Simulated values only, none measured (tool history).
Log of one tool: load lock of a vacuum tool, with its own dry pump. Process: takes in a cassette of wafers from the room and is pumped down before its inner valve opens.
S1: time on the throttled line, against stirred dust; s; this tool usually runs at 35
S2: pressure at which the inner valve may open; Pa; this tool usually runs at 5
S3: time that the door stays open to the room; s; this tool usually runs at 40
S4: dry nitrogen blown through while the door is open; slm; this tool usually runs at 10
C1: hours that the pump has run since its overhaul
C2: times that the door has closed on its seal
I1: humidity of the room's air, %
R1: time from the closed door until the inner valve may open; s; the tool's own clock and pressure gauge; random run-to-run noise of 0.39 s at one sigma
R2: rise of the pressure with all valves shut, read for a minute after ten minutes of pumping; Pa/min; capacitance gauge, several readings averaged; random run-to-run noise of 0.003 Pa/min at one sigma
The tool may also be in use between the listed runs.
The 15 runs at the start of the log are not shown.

run	hour	S1	S2	S3	S4	C1	C2	I1	R1	R2
16	2666.1	35	5	200	10	7691	16421	47.6	64.5	0.062
17	2904	35	5	200	10	7929	17576	46.3	64.7	0.062
18	3105.6	35	5	37	10	8130	18555	47	64.3	0.036
19	3349.6	35	5	37	10	8374	19739	43.4	64.1	0.037
20	3546.2	26	5	40	10	8571	20694	47.2	56.7	0.041
21	3773.2	35	7	30	10	8798	21796	44.2	63.7	0.033
22	3942.2	31	8	42	5	8967	22617	42.9	59	0.041
23	4150.7	24	6	40	10	9175	23629	41.7	54.4	0.037
24	4292.7	24	6	40	10	9317	24319	42.5	54.5	0.033
25	4544.6	40	5	88	5	9569	25542	46	69.3	0.059
26	4671.3	23	5	27	5	9696	26157	47.2	55.1	0.043
27	4900.1	23	10	116	24	9925	27268	47.1	51.7	0.036
28	5139.2	20	5	96	43	10164	28429	42.6	52.1	0.022
29	5363.3	19	5	96	43	10388	29518	47.9	51.2	0.023
30	5499.1	35	5	51	38	10524	30177	45.7	64.7	0.021
31	5610	35	5	51	16	10635	30715	49.6	64.3	0.034
32	5729.2	35	7	40	29	10754	31294	44.7	63	0.02
33	5873.1	35	5	189	6	10898	31993	48.6	64.5	0.071
34	6097	27	5	230	12	11122	33080	45.9	58	0.058
35	6229.2	59	7	128	21	11254	33722	43.8	83.5	0.033
# hour 6399.8: door's seal changed, seat wiped
36	6421.2	32	8	42	39	11444	104	49.9	60.4	0.017
37	6551.2	37	8	42	33	11574	735	44.4	64.3	0.021

3 options for the next run, each taken on its own from the tool as it stands now. Forecast them:
A	6720.8	59	6	127	33	11744	1559	47.6	?	?
B	6720.8	31	5	42	33	11744	1559	46.2	?	?
C	6720.8	37	8	92	4	11744	1559	46.7	?	?

run	R1	R2
A	82.4	0.022
B	60.8	0.016
C	64.5	0.058
With the hidden condition removed and each run's random variation left untouched, the same runs would have given:
run	R1	R2
A	82.4	0.022
B	60.7	0.016
C	64.5	0.058
